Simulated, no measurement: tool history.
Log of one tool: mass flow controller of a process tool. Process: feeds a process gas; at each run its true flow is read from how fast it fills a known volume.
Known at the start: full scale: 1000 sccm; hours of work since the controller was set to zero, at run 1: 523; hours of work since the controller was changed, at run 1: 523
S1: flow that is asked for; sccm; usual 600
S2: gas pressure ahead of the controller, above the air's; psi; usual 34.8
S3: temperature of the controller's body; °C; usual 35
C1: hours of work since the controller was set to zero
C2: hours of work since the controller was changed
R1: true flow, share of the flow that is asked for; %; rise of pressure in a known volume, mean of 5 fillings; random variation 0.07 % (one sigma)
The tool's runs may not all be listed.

run	hour	S1	S2	S3	C1	C2	R1
1	0	600	34.8	35	523	523	97.81
2	125.5	600	34.8	35	617	617	97.7
3	226	600	34.8	35	693	693	97.71
4	342.5	600	34.8	35	781	781	97.6
5	461.4	147	34.8	35	870	870	95.4
6	578.8	147	34.8	35	958	958	95.39
7	731.6	600	34.8	35	1073	1073	97.37
8	827	445	34.8	35	1145	1145	96.96
# hour 842: controller's zero set anew
9	939.8	248	34.8	35	73	1229	95.78
10	1012.3	198	28.6	35	128	1284	95.42
11	1151.9	228	23.4	28	233	1389	96.1
12	1235.2	228	23.4	28	295	1451	96.06
13	1373.5	494	32.2	35	399	1555	96.85
14	1457.8	494	28.1	34	463	1618	97.02
15	1585.5	494	28.1	34	559	1714	96.87
# hour 1629.8: controller's zero set anew, once more
16	1673.8	871	32.2	22	33	1780	99.21
17	1748.8	427	36.8	35	89	1837	97.09

5 ways to go on from here, each from the tool as it stands after run 17. What would each give?
A	1842.3	600	26.8	35	160	1907	?
B	1842.3	600	34.4	40	160	1907	?
C	1842.3	600	22.6	28	160	1907	?
D	1842.3	158	24.2	35	160	1907	?
E	1842.3	849	40.5	23	160	1907	?

run	R1
A	97.63
B	97.21
C	98.1
D	96.21
E	99.07
Without the tool's hidden state the same runs would have given:
run	R1
A	98.18
B	97.76
C	98.65
D	96.98
E	99.6

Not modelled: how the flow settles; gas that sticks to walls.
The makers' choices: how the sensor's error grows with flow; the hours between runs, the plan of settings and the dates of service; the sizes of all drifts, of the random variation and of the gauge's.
